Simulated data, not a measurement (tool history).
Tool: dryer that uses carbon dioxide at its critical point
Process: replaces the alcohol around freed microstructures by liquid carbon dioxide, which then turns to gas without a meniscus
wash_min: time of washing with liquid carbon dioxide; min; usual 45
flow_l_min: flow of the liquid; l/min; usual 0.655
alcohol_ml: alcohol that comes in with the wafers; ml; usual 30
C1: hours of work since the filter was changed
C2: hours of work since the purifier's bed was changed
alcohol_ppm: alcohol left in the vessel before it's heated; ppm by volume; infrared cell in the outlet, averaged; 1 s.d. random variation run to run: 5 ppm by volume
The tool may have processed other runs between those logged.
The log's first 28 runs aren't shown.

{"run": 29, "day": 25.692, "wash_min": 45, "flow_l_min": 1.031, "alcohol_ml": 71, "C1": 94, "C2": 749, "alcohol_ppm": 114}
{"run": 30, "day": 26.492, "wash_min": 45, "flow_l_min": 0.655, "alcohol_ml": 44, "C1": 103, "C2": 758, "alcohol_ppm": 178}
{"run": 31, "day": 27.762, "wash_min": 45, "flow_l_min": 0.655, "alcohol_ml": 44, "C1": 118, "C2": 773, "alcohol_ppm": 170}
{"run": 32, "day": 28.517, "wash_min": 45, "flow_l_min": 0.655, "alcohol_ml": 44, "C1": 126, "C2": 782, "alcohol_ppm": 176}
{"run": 33, "day": 29.088, "wash_min": 45, "flow_l_min": 0.655, "alcohol_ml": 44, "C1": 133, "C2": 788, "alcohol_ppm": 168}
{"run": 34, "day": 30.3, "wash_min": 45, "flow_l_min": 0.655, "alcohol_ml": 46, "C1": 147, "C2": 802, "alcohol_ppm": 181}
{"run": 35, "day": 31.508, "wash_min": 45, "flow_l_min": 0.479, "alcohol_ml": 46, "C1": 161, "C2": 816, "alcohol_ppm": 365}
{"run": 36, "day": 32.788, "wash_min": 45, "flow_l_min": 0.479, "alcohol_ml": 46, "C1": 176, "C2": 831, "alcohol_ppm": 378}
{"run": 37, "day": 33.35, "wash_min": 45, "flow_l_min": 0.479, "alcohol_ml": 46, "C1": 183, "C2": 838, "alcohol_ppm": 388}
{"run": 38, "day": 34.067, "wash_min": 45, "flow_l_min": 1.051, "alcohol_ml": 46, "C1": 191, "C2": 846, "alcohol_ppm": 124}
{"run": 39, "day": 35.25, "wash_min": 45, "flow_l_min": 0.849, "alcohol_ml": 92, "C1": 205, "C2": 860, "alcohol_ppm": 152}
{"run": 40, "day": 36.058, "wash_min": 45, "flow_l_min": 0.655, "alcohol_ml": 27, "C1": 214, "C2": 869, "alcohol_ppm": 169}
{"run": 41, "day": 36.979, "wash_min": 45, "flow_l_min": 0.655, "alcohol_ml": 27, "C1": 225, "C2": 880, "alcohol_ppm": 162}
{"run": 42, "day": 37.854, "wash_min": 32, "flow_l_min": 0.634, "alcohol_ml": 27, "C1": 235, "C2": 890, "alcohol_ppm": 339}
{"day": 38.075, "done": "purifier's bed changed"}
{"run": 43, "day": 39.004, "wash_min": 44, "flow_l_min": 0.988, "alcohol_ml": 112, "C1": 247, "C2": 11, "alcohol_ppm": 41}
{"run": 44, "day": 39.942, "wash_min": 44, "flow_l_min": 0.988, "alcohol_ml": 112, "C1": 258, "C2": 22, "alcohol_ppm": 37}
{"run": 45, "day": 40.483, "wash_min": 44, "flow_l_min": 0.988, "alcohol_ml": 59, "C1": 264, "C2": 28, "alcohol_ppm": 21}
{"run": 46, "day": 41.025, "wash_min": 44, "flow_l_min": 0.988, "alcohol_ml": 59, "C1": 270, "C2": 34, "alcohol_ppm": 13}
{"run": 47, "day": 41.962, "wash_min": 44, "flow_l_min": 0.988, "alcohol_ml": 31, "C1": 281, "C2": 45, "alcohol_ppm": 21}

Predict each of these 4 candidate next runs independently; none follows another, all start after run 47:
{"run": "A", "day": 42.708, "wash_min": 53, "flow_l_min": 0.68, "alcohol_ml": 44, "C1": 290, "C2": 54, "alcohol_ppm": "?"}
{"run": "B", "day": 42.708, "wash_min": 44, "flow_l_min": 0.988, "alcohol_ml": 36, "C1": 290, "C2": 54, "alcohol_ppm": "?"}
{"run": "C", "day": 42.708, "wash_min": 35, "flow_l_min": 0.394, "alcohol_ml": 73, "C1": 290, "C2": 54, "alcohol_ppm": "?"}
{"run": "D", "day": 42.708, "wash_min": 68, "flow_l_min": 0.594, "alcohol_ml": 31, "C1": 290, "C2": 54, "alcohol_ppm": "?"}

run=A alcohol_ppm=45
run=B alcohol_ppm=16
run=C alcohol_ppm=1751
run=D alcohol_ppm=13
The same runs, with their run-to-run variation unchanged, on a tool lacking any hidden condition would have given:
run=A alcohol_ppm=24
run=B alcohol_ppm=4
run=C alcohol_ppm=1329
run=D alcohol_ppm=0
